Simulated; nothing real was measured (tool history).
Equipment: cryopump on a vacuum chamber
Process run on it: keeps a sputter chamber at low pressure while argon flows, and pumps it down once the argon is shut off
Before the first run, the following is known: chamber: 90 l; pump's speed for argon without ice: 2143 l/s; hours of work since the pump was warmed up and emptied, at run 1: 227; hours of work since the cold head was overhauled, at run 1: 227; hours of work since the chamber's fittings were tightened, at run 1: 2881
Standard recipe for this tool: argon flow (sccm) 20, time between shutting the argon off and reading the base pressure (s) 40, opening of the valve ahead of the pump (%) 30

run,hour,argon flow (sccm),time between shutting the argon off and reading the base pressure (s),opening of the valve ahead of the pump (%),hours of work since the pump was warmed up and emptied,hours of work since the cold head was overhauled,hours of work since the chamber's fittings were tightened,pressure while argon flows (Pa),pressure after the wait (uPa)
1,0.0,20,40,30,227,227,2881,0.0559,2.18
2,9.9,20,40,30,233,233,2888,0.0556,2.04
3,23.6,20,24,30,242,242,2896,0.0559,2.80
4,32.5,20,24,30,247,247,2902,0.0565,2.79
5,43.0,20,40,30,254,254,2909,0.0563,2.12
6,56.4,20,40,30,262,262,2917,0.0567,2.11
7,70.6,20,40,30,272,272,2926,0.0556,2.20
8,82.9,15,40,30,279,279,2934,0.0411,2.18
9,91.4,20,40,30,285,285,2939,0.0562,2.10
10,106.0,20,40,30,294,294,2949,0.0567,2.16
11,112.8,20,232,25,298,298,2953,0.0676,1.45
12,119.9,13,40,28,303,303,2958,0.0392,2.23
13,131.3,29,73,43,310,310,2965,0.0604,1.79
14,145.2,9,40,53,319,319,2974,0.0154,2.21
15,152.3,9,40,53,323,323,2978,0.0155,2.18
16,161.4,24,154,23,329,329,2984,0.0880,1.56
17,168.4,37,154,23,334,334,2988,0.1356,1.56
18,174.6,11,41,16,338,338,2992,0.0578,2.21
19,187.6,31,67,16,346,346,3001,0.1610,1.86

Each row is a separate what-if for the run after 19, all from the same tool condition, not one after another. Results?
A,194.2,20,40,22,350,350,3005,?,?
B,194.2,31,84,17,350,350,3005,?,?
C,194.2,29,42,49,350,350,3005,?,?
D,194.2,20,48,30,350,350,3005,?,?
E,194.2,12,37,23,350,350,3005,?,?

run,pressure while argon flows (Pa),pressure after the wait (uPa)
A,0.0768,2.27
B,0.1508,1.79
C,0.0540,2.28
D,0.0576,2.13
E,0.0441,2.39
Take away the tool's hidden state, keep each run's random variation, and the runs would have read:
run,pressure while argon flows (Pa),pressure after the wait (uPa)
A,0.0716,1.09
B,0.1427,0.62
C,0.0465,1.07
D,0.0524,0.94
E,0.0410,1.19

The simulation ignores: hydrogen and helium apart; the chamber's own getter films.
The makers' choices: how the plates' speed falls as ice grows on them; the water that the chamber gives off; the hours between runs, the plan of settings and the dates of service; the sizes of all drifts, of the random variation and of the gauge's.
